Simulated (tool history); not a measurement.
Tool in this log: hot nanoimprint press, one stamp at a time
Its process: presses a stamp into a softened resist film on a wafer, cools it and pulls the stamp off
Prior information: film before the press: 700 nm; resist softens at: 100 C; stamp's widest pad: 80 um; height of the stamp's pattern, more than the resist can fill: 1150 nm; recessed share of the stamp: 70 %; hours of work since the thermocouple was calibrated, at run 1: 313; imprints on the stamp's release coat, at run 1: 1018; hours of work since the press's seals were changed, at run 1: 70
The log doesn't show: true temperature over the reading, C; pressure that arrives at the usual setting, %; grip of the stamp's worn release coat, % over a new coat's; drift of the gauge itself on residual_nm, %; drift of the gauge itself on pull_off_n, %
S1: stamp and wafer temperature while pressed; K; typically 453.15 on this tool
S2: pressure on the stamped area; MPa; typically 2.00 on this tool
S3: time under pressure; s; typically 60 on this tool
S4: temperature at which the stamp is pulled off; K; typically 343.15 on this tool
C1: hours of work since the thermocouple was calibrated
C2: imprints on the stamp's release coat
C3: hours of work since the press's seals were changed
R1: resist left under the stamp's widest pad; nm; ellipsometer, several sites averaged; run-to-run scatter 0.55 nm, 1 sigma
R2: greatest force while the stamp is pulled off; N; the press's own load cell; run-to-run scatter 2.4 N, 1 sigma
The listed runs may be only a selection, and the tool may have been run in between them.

run	hour	S1	S2	S3	S4	C1	C2	C3	R1	R2
1	0.0	453.15	2.00	60	343.15	313	1018	70	317.5	114
2	14.7	453.15	1.42	60	343.15	323	1092	80	378.0	110
3	23.4	453.15	2.93	60	343.15	329	1136	86	258.0	112
4	36.3	453.15	2.00	61	343.15	338	1201	95	315.2	115
5	44.4	453.15	2.00	61	343.15	344	1242	101	315.0	110
6	53.0	453.15	2.00	61	343.15	350	1285	107	314.5	112
7	60.7	453.15	1.35	60	343.15	356	1325	112	385.8	113
8	69.4	453.15	2.00	60	346.15	362	1368	118	316.4	107
9	83.2	453.15	2.00	60	346.15	371	1438	128	315.2	102
10	89.4	453.15	2.00	70	336.15	376	1469	133	299.4	132
11	103.8	453.15	2.00	60	333.15	386	1542	143	315.5	137
12	116.9	458.15	2.00	60	348.15	395	1609	152	270.3	94
13	131.6	463.15	2.62	69	343.15	405	1683	162	188.9	107
14	146.7	454.15	1.30	65	343.15	416	1759	173	369.5	111
15	157.4	454.15	1.30	65	343.15	423	1813	180	370.5	112
# hour 170.8: stamp cleaned and given a new release coat
# hour 174.4: plate thermocouple calibrated
16	174.4	455.15	2.22	60	343.15	0	3	186	279.2	116
# hour 175.5: gauge calibrated
17	186.5	443.15	2.00	60	339.15	8	64	194	432.8	120

Here are 4 independent what-if runs from the current tool condition. What would each one return?
A	200.6	453.15	2.00	63	336.15	18	135	204	?	?
B	200.6	462.15	1.46	60	341.15	18	135	204	?	?
C	200.6	452.15	1.85	60	344.15	18	135	204	?	?
D	200.6	462.15	2.00	45	343.15	18	135	204	?	?

run	R1	R2
A	311.7	127
B	288.3	116
C	340.9	109
D	268.5	112
With the hidden condition removed and each run's random variation left untouched, the same runs would have given:
run	R1	R2
A	312.2	127
B	288.8	116
C	341.5	109
D	269.0	112
